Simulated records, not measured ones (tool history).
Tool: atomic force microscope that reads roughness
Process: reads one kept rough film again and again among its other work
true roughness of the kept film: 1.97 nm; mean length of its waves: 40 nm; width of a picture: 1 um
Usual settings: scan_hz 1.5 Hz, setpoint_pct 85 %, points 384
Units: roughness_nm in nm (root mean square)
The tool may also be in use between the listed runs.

run 1 hour=0 | scan_hz=1.5 setpoint_pct=85 points=384 | roughness_nm=1.481
run 2 hour=12.3 | scan_hz=1.5 setpoint_pct=85 points=384 | roughness_nm=1.488
run 3 hour=27.6 | scan_hz=1.5 setpoint_pct=85 points=384 | roughness_nm=1.595
run 4 hour=40.7 | scan_hz=1.5 setpoint_pct=61 points=384 | roughness_nm=1.779
run 5 hour=60.3 | scan_hz=1.5 setpoint_pct=70 points=384 | roughness_nm=1.715
run 6 hour=79.1 | scan_hz=1.5 setpoint_pct=85 points=384 | roughness_nm=1.561
run 7 hour=96.5 | scan_hz=1.5 setpoint_pct=85 points=384 | roughness_nm=1.555
run 8 hour=114 | scan_hz=2.27 setpoint_pct=85 points=384 | roughness_nm=1.432
run 9 hour=127.5 | scan_hz=1.5 setpoint_pct=87 points=384 | roughness_nm=1.506
run 10 hour=144.9 | scan_hz=1.5 setpoint_pct=87 points=384 | roughness_nm=1.491
run 11 hour=168.2 | scan_hz=1.5 setpoint_pct=87 points=384 | roughness_nm=1.494
run 12 hour=187.6 | scan_hz=1.5 setpoint_pct=87 points=384 | roughness_nm=1.472
run 13 hour=203.3 | scan_hz=1.5 setpoint_pct=87 points=384 | roughness_nm=1.561
run 14 hour=222.1 | scan_hz=1.5 setpoint_pct=87 points=384 | roughness_nm=1.547
run 15 hour=234.9 | scan_hz=1.5 setpoint_pct=87 points=384 | roughness_nm=1.544
run 16 hour=255.2 | scan_hz=1.5 setpoint_pct=87 points=384 | roughness_nm=1.534
run 17 hour=274.6 | scan_hz=1.5 setpoint_pct=58 points=384 | roughness_nm=1.742
run 18 hour=296.8 | scan_hz=1.5 setpoint_pct=58 points=458 | roughness_nm=1.743
run 19 hour=306.6 | scan_hz=1.5 setpoint_pct=85 points=384 | roughness_nm=1.528
run 20 hour=316.1 | scan_hz=1.5 setpoint_pct=85 points=384 | roughness_nm=1.517
run 21 hour=334.6 | scan_hz=1.5 setpoint_pct=85 points=384 | roughness_nm=1.504
run 22 hour=347.6 | scan_hz=1.5 setpoint_pct=60 points=384 | roughness_nm=1.695
run 23 hour=357.7 | scan_hz=1.5 setpoint_pct=64 points=384 | roughness_nm=1.658
run 24 hour=372.1 | scan_hz=1.5 setpoint_pct=85 points=384 | roughness_nm=1.575
run 25 hour=390.3 | scan_hz=1.5 setpoint_pct=85 points=384 | roughness_nm=1.571
run 26 hour=401.5 | scan_hz=1.5 setpoint_pct=85 points=384 | roughness_nm=1.567
run 27 hour=422.6 | scan_hz=0.74 setpoint_pct=84 points=384 | roughness_nm=1.699
run 28 hour=446.4 | scan_hz=0.74 setpoint_pct=84 points=384 | roughness_nm=1.655
run 29 hour=467.9 | scan_hz=0.74 setpoint_pct=84 points=384 | roughness_nm=1.648
run 30 hour=481.7 | scan_hz=0.74 setpoint_pct=84 points=384 | roughness_nm=1.646
run 31 hour=493.3 | scan_hz=0.74 setpoint_pct=84 points=384 | roughness_nm=1.672
run 32 hour=505.5 | scan_hz=0.74 setpoint_pct=69 points=384 | roughness_nm=1.729
run 33 hour=520.6 | scan_hz=0.86 setpoint_pct=60 points=882 | roughness_nm=1.746
run 34 hour=540.5 | scan_hz=0.9 setpoint_pct=59 points=266 | roughness_nm=1.728
run 35 hour=560.5 | scan_hz=0.9 setpoint_pct=59 points=266 | roughness_nm=1.834
run 36 hour=573.4 | scan_hz=0.9 setpoint_pct=59 points=266 | roughness_nm=1.814
run 37 hour=592.2 | scan_hz=1.01 setpoint_pct=58 points=422 | roughness_nm=1.817
run 38 hour=609.3 | scan_hz=1.5 setpoint_pct=56 points=401 | roughness_nm=1.785
run 39 hour=628.3 | scan_hz=0.6 setpoint_pct=85 points=516 | roughness_nm=1.721
run 40 hour=641.9 | scan_hz=0.6 setpoint_pct=56 points=840 | roughness_nm=1.822
run 41 hour=651.2 | scan_hz=1.5 setpoint_pct=60 points=384 | roughness_nm=1.745
run 42 hour=671.6 | scan_hz=2.16 setpoint_pct=74 points=384 | roughness_nm=1.567
run 43 hour=688.6 | scan_hz=2.16 setpoint_pct=74 points=384 | roughness_nm=1.57
run 44 hour=701.3 | scan_hz=2.16 setpoint_pct=61 points=596 | roughness_nm=1.692
run 45 hour=720.6 | scan_hz=0.89 setpoint_pct=75 points=596 | roughness_nm=1.786
run 46 hour=739.8 | scan_hz=0.67 setpoint_pct=75 points=596 | roughness_nm=1.793
run 47 hour=750.2 | scan_hz=0.55 setpoint_pct=60 points=359 | roughness_nm=1.855
run 48 hour=765.6 | scan_hz=2.37 setpoint_pct=74 points=268 | roughness_nm=1.598
run 49 hour=786.3 | scan_hz=2.37 setpoint_pct=74 points=268 | roughness_nm=1.591
run 50 hour=798.3 | scan_hz=2.29 setpoint_pct=61 points=450 | roughness_nm=1.714
run 51 hour=812.5 | scan_hz=1.18 setpoint_pct=83 points=284 | roughness_nm=1.6
run 52 hour=824.8 | scan_hz=1.18 setpoint_pct=83 points=284 | roughness_nm=1.602

Not shown: 7 entries that the log had between the listed runs. Between which runs, and how does the tool's hidden state differ before and after?
Between runs 2 and 3: new tip fitted (hour 27.6)
  radius of the tip, nm: 22.3 -> 7.4; height scale over the true one, %: -0.98 -> -0.99
  measured less the result without the state, roughness_nm: -0.123 -> -0.019 nm (root mean square)
Between runs 12 and 13: new tip fitted (hour 200.4)
  radius of the tip, nm: 20.9 -> 8.3; height scale over the true one, %: -1.11 -> -1.12
  measured less the result without the state, roughness_nm: -0.114 -> -0.028 nm (root mean square)
Between runs 23 and 24: new tip fitted (hour 372.1)
  radius of the tip, nm: 21.3 -> 7.9; height scale over the true one, %: -1.23 -> -1.24
  measured less the result without the state, roughness_nm: -0.134 -> -0.027 nm (root mean square)
Between runs 27 and 28: height scale calibrated on a step standard (hour 425.7)
  radius of the tip, nm: 12.2 -> 14.1; height scale over the true one, %: -1.28 -> -1.91
  measured less the result without the state, roughness_nm: -0.064 -> -0.089 nm (root mean square)
Between runs 30 and 31: height scale calibrated on a step standard, once more (hour 485.9)
  radius of the tip, nm: 17.2 -> 18; height scale over the true one, %: -1.94 -> 0.14
  measured less the result without the state, roughness_nm: -0.113 -> -0.083 nm (root mean square)
Between runs 34 and 35: new tip fitted (hour 547.1)
  radius of the tip, nm: 22 -> 8.4; height scale over the true one, %: 0.11 -> 0.1
  measured less the result without the state, roughness_nm: -0.12 -> -0.01 nm (root mean square)
Between runs 44 and 45: new tip fitted (hour 719.6)
  radius of the tip, nm: 20.2 -> 7.4; height scale over the true one, %: -0.01 -> -0.02
  measured less the result without the state, roughness_nm: -0.105 -> -0.004 nm (root mean square)
